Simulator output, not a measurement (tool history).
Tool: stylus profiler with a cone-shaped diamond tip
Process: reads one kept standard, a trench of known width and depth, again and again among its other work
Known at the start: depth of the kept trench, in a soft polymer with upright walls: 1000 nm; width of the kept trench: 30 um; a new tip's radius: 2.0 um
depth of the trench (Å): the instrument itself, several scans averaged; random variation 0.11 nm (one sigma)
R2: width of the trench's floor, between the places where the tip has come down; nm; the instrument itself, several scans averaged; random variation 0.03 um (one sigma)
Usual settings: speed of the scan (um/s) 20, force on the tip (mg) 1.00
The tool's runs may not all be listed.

run 1 day=0.000 | speed_of_the_scan_(um/s)=20 force_on_the_tip_(mg)=1.00 | depth_of_the_trench_(Å)=10024.0 R2=25080
run 2 day=3.950 | speed_of_the_scan_(um/s)=20 force_on_the_tip_(mg)=2.16 | depth_of_the_trench_(Å)=10049.9 R2=25090
run 3 day=6.588 | speed_of_the_scan_(um/s)=20 force_on_the_tip_(mg)=1.10 | depth_of_the_trench_(Å)=10024.7 R2=25010
run 4 day=8.300 | speed_of_the_scan_(um/s)=20 force_on_the_tip_(mg)=1.10 | depth_of_the_trench_(Å)=10026.0 R2=25020
run 5 day=11.588 | speed_of_the_scan_(um/s)=20 force_on_the_tip_(mg)=1.10 | depth_of_the_trench_(Å)=10023.8 R2=24980
run 6 day=13.583 | speed_of_the_scan_(um/s)=16 force_on_the_tip_(mg)=1.00 | depth_of_the_trench_(Å)=10020.9 R2=25020
run 7 day=16.908 | speed_of_the_scan_(um/s)=16 force_on_the_tip_(mg)=1.00 | depth_of_the_trench_(Å)=10019.8 R2=24970
run 8 day=19.621 | speed_of_the_scan_(um/s)=16 force_on_the_tip_(mg)=1.00 | depth_of_the_trench_(Å)=10020.1 R2=24920
run 9 day=21.508 | speed_of_the_scan_(um/s)=20 force_on_the_tip_(mg)=1.00 | depth_of_the_trench_(Å)=10019.0 R2=24930
run 10 day=23.821 | speed_of_the_scan_(um/s)=20 force_on_the_tip_(mg)=1.00 | depth_of_the_trench_(Å)=10017.4 R2=24910
-- day=24.738 height scale calibrated on a step standard
run 11 day=26.525 | speed_of_the_scan_(um/s)=61 force_on_the_tip_(mg)=1.00 | depth_of_the_trench_(Å)=10042.7 R2=24500
run 12 day=30.179 | speed_of_the_scan_(um/s)=19 force_on_the_tip_(mg)=1.00 | depth_of_the_trench_(Å)=10041.0 R2=24800
run 13 day=33.575 | speed_of_the_scan_(um/s)=19 force_on_the_tip_(mg)=1.00 | depth_of_the_trench_(Å)=10039.9 R2=24830
run 14 day=37.050 | speed_of_the_scan_(um/s)=19 force_on_the_tip_(mg)=1.00 | depth_of_the_trench_(Å)=10038.9 R2=24840
run 15 day=40.200 | speed_of_the_scan_(um/s)=20 force_on_the_tip_(mg)=1.00 | depth_of_the_trench_(Å)=10041.4 R2=24820
run 16 day=44.212 | speed_of_the_scan_(um/s)=13 force_on_the_tip_(mg)=1.00 | depth_of_the_trench_(Å)=10037.6 R2=24780
run 17 day=47.638 | speed_of_the_scan_(um/s)=20 force_on_the_tip_(mg)=0.80 | depth_of_the_trench_(Å)=10032.8 R2=24710
run 18 day=51.421 | speed_of_the_scan_(um/s)=20 force_on_the_tip_(mg)=0.80 | depth_of_the_trench_(Å)=10031.3 R2=24680
run 19 day=53.892 | speed_of_the_scan_(um/s)=20 force_on_the_tip_(mg)=0.80 | depth_of_the_trench_(Å)=10031.9 R2=24630
run 20 day=55.612 | speed_of_the_scan_(um/s)=20 force_on_the_tip_(mg)=0.80 | depth_of_the_trench_(Å)=10029.5 R2=24690
run 21 day=59.142 | speed_of_the_scan_(um/s)=55 force_on_the_tip_(mg)=1.00 | depth_of_the_trench_(Å)=10033.3 R2=24340
run 22 day=61.367 | speed_of_the_scan_(um/s)=55 force_on_the_tip_(mg)=1.00 | depth_of_the_trench_(Å)=10034.2 R2=24290

The next listed run, before its measurement:
run 23 day=63.279 | speed_of_the_scan_(um/s)=20 force_on_the_tip_(mg)=1.00 | depth_of_the_trench_(Å)=? R2=?

depth of the trench (Å): 10033.5
R2: 24610 nm
Without the tool's hidden state the same run would have given depth of the trench (Å) 10040.3, R2 26330 nm.
